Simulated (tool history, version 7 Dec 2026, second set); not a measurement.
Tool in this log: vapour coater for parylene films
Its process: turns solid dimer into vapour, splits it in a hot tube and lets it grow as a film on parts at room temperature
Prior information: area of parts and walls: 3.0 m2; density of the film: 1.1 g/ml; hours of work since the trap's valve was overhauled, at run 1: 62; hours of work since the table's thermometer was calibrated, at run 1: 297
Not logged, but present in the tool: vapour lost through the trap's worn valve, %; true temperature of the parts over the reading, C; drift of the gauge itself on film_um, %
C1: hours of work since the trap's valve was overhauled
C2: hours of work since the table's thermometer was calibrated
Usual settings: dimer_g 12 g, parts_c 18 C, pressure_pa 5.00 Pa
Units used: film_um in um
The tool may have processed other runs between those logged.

Run 1, hour 0.0: usual settings; C1 62; C2 297. Result: film_um 1.80 um.
Run 2, hour 67.6: usual settings; C1 90; C2 325. Result: film_um 1.72 um.
Run 3, hour 138.4: usual settings but pressure_pa 2.25 Pa; C1 119; C2 354. Result: film_um 1.94 um.
Run 4, hour 194.1: usual settings but pressure_pa 2.25 Pa; C1 142; C2 377. Result: film_um 1.87 um.
Run 5, hour 256.0: usual settings but dimer_g 11 g, pressure_pa 2.25 Pa; C1 168; C2 402. Result: film_um 1.77 um.
Run 6, hour 292.5: usual settings but dimer_g 11 g, pressure_pa 2.25 Pa; C1 183; C2 418. Result: film_um 1.69 um.
At hour 350.2: trap's valve overhauled.
Run 7, hour 378.8: usual settings but dimer_g 11 g, pressure_pa 2.25 Pa; C1 12; C2 452. Result: film_um 1.88 um.
Run 8, hour 426.4: usual settings but dimer_g 11 g, pressure_pa 2.25 Pa; C1 32; C2 471. Result: film_um 1.80 um.
Run 9, hour 509.1: usual settings but parts_c 12 C; C1 66; C2 505. Result: film_um 2.18 um.
Run 10, hour 560.2: usual settings but parts_c 12 C; C1 87; C2 527. Result: film_um 2.15 um.
Run 11, hour 637.6: usual settings; C1 119; C2 559. Result: film_um 1.69 um.
Run 12, hour 701.8: usual settings; C1 145; C2 585. Result: film_um 1.64 um.
Run 13, hour 747.7: usual settings but dimer_g 10 g; C1 164; C2 604. Result: film_um 1.36 um.
Run 14, hour 811.5: usual settings but dimer_g 10 g; C1 191; C2 630. Result: film_um 1.31 um.
At hour 847.4: trap's valve overhauled.
Run 15, hour 882.8: usual settings but parts_c 29 C; C1 15; C2 658. Result: film_um 1.12 um.
Run 16, hour 939.1: usual settings but parts_c 29 C; C1 38; C2 682. Result: film_um 1.09 um.
Run 17, hour 995.7: usual settings but parts_c 29 C; C1 61; C2 705. Result: film_um 1.08 um.
Run 18, hour 1046.0: usual settings but dimer_g 21 g, parts_c 12 C, pressure_pa 7.48 Pa; C1 82; C2 726. Result: film_um 3.57 um.
Run 19, hour 1092.1: usual settings but dimer_g 21 g, parts_c 15 C, pressure_pa 2.44 Pa; C1 101; C2 745. Result: film_um 3.80 um.

Predict the results of run 20:
Run 20, hour 1132.7: usual settings but dimer_g 21 g, parts_c 15 C, pressure_pa 2.44 Pa; C1 118; C2 762. Result: film_um ?.

film_um: 3.71 um
If the tool had no hidden condition, the same run with the same run-to-run variation would have returned film_um 4.01 um.
